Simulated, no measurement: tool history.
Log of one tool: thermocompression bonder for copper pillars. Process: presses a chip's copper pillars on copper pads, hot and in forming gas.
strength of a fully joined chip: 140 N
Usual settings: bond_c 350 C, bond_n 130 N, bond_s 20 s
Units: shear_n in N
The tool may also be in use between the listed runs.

run 1 hour=0.0 | bond_c=350 bond_n=130 bond_s=20 | shear_n=68.6
run 2 hour=13.1 | bond_c=350 bond_n=130 bond_s=20 | shear_n=70.0
run 3 hour=26.6 | bond_c=350 bond_n=86 bond_s=20 | shear_n=45.2
run 4 hour=47.8 | bond_c=362 bond_n=130 bond_s=20 | shear_n=73.6
run 5 hour=57.9 | bond_c=362 bond_n=130 bond_s=20 | shear_n=73.2
run 6 hour=76.4 | bond_c=350 bond_n=154 bond_s=20 | shear_n=78.9
-- hour=88.5 forming gas filter changed
run 7 hour=93.2 | bond_c=350 bond_n=144 bond_s=20 | shear_n=82.0
run 8 hour=102.8 | bond_c=350 bond_n=144 bond_s=20 | shear_n=82.4
run 9 hour=122.9 | bond_c=350 bond_n=130 bond_s=20 | shear_n=74.8
run 10 hour=142.8 | bond_c=350 bond_n=107 bond_s=20 | shear_n=60.2
run 11 hour=161.2 | bond_c=350 bond_n=173 bond_s=20 | shear_n=93.0
run 12 hour=180.0 | bond_c=350 bond_n=173 bond_s=20 | shear_n=92.4
run 13 hour=198.5 | bond_c=350 bond_n=173 bond_s=20 | shear_n=91.5
run 14 hour=208.1 | bond_c=350 bond_n=173 bond_s=20 | shear_n=90.6
run 15 hour=221.7 | bond_c=350 bond_n=173 bond_s=20 | shear_n=92.1
run 16 hour=241.9 | bond_c=350 bond_n=130 bond_s=20 | shear_n=70.5
run 17 hour=256.9 | bond_c=363 bond_n=130 bond_s=20 | shear_n=76.9
run 18 hour=277.9 | bond_c=363 bond_n=130 bond_s=20 | shear_n=75.7
run 19 hour=297.2 | bond_c=322 bond_n=130 bond_s=20 | shear_n=57.7
run 20 hour=313.4 | bond_c=322 bond_n=130 bond_s=20 | shear_n=56.3
run 21 hour=325.0 | bond_c=341 bond_n=131 bond_s=12 | shear_n=53.8
run 22 hour=343.4 | bond_c=341 bond_n=91 bond_s=12 | shear_n=35.7
run 23 hour=359.3 | bond_c=341 bond_n=91 bond_s=12 | shear_n=36.9
-- hour=362.7 forming gas filter changed
run 24 hour=380.8 | bond_c=367 bond_n=116 bond_s=12 | shear_n=62.9
run 25 hour=401.6 | bond_c=357 bond_n=89 bond_s=13 | shear_n=45.5

Run 26 comes next. What will it give?
run 26 hour=415.6 | bond_c=357 bond_n=89 bond_s=13 | shear_n=?

Run 26 gave shear_n 44.3 N.
Without the tool's hidden state the same run would have given shear_n 44.8 N.
